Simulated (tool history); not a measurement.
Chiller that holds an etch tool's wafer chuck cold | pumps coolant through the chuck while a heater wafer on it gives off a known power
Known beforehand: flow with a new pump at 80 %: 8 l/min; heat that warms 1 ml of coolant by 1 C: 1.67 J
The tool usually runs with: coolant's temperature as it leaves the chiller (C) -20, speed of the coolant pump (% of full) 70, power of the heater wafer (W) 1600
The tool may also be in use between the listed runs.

| run | hour | coolant's temperature as it leaves the chiller (C) | speed of the coolant pump (% of full) | power of the heater wafer (W) | chuck's temperature once it has settled (C) | how much warmer the coolant comes back (C) |
|---|---|---|---|---|---|---|
| 1 | 0.0 | -20 | 70 | 1600 | -6.1 | 8.29 |
| 2 | 83.6 | -20 | 70 | 1600 | -6.0 | 8.28 |
| 3 | 141.1 | -20 | 70 | 1600 | -6.1 | 8.35 |
| 4 | 203.0 | -20 | 91 | 1600 | -8.6 | 6.20 |
| 5 | 271.9 | -20 | 91 | 1600 | -8.4 | 6.14 |
| 6 | 340.1 | -20 | 91 | 1600 | -8.6 | 6.20 |
| 7 | 439.3 | -20 | 91 | 1600 | -8.6 | 6.22 |
| 8 | 495.0 | -20 | 91 | 1600 | -8.6 | 6.24 |
| 9 | 543.9 | -20 | 91 | 1600 | -8.6 | 6.26 |
| 10 | 650.8 | -20 | 91 | 1600 | -8.5 | 6.22 |
| 11 | 735.7 | -20 | 70 | 1600 | -6.2 | 8.30 |
| 12 | 781.8 | -20 | 70 | 1600 | -6.2 | 8.34 |
| 13 | 827.9 | -20 | 70 | 1600 | -6.2 | 8.36 |
| 14 | 915.6 | -20 | 70 | 1600 | -6.0 | 8.32 |
| 15 | 1022.0 | -20 | 70 | 2095 | -1.8 | 10.88 |
| 16 | 1076.0 | -20 | 70 | 2095 | -1.7 | 10.94 |
| 17 | 1142.0 | -29 | 85 | 2095 | -13.2 | 8.85 |
| 18 | 1245.6 | -13 | 70 | 2394 | 7.7 | 12.47 |
| 19 | 1345.0 | -15 | 77 | 2110 | 2.0 | 9.89 |
| 20 | 1418.3 | -21 | 70 | 1638 | -6.9 | 8.65 |
| 21 | 1497.4 | -13 | 60 | 864 | -4.5 | 5.38 |
| 22 | 1543.1 | -18 | 87 | 1356 | -8.0 | 5.54 |
| 23 | 1646.6 | -18 | 87 | 1356 | -7.8 | 5.55 |
| 24 | 1701.7 | -18 | 87 | 1356 | -7.9 | 5.51 |
|  | 1714.2 | coolant changed, channels flushed |
| 25 | 1806.6 | -13 | 97 | 1174 | -4.9 | 4.27 |
| 26 | 1904.0 | -16 | 76 | 1600 | -2.9 | 7.53 |
| 27 | 1973.5 | -16 | 76 | 1600 | -2.9 | 7.62 |
| 28 | 2073.7 | -16 | 76 | 1600 | -2.9 | 7.66 |

What does the tool deliver on the next run?
| 29 | 2132.1 | -16 | 76 | 1600 | ? | ? |

Run 29 yielded chuck's temperature once it has settled (C) -2.9, how much warmer the coolant comes back (C) 7.63.
With the hidden condition absent and the run-to-run variation left alone, this run would have shown chuck's temperature once it has settled (C) -2.9, how much warmer the coolant comes back (C) 7.62.
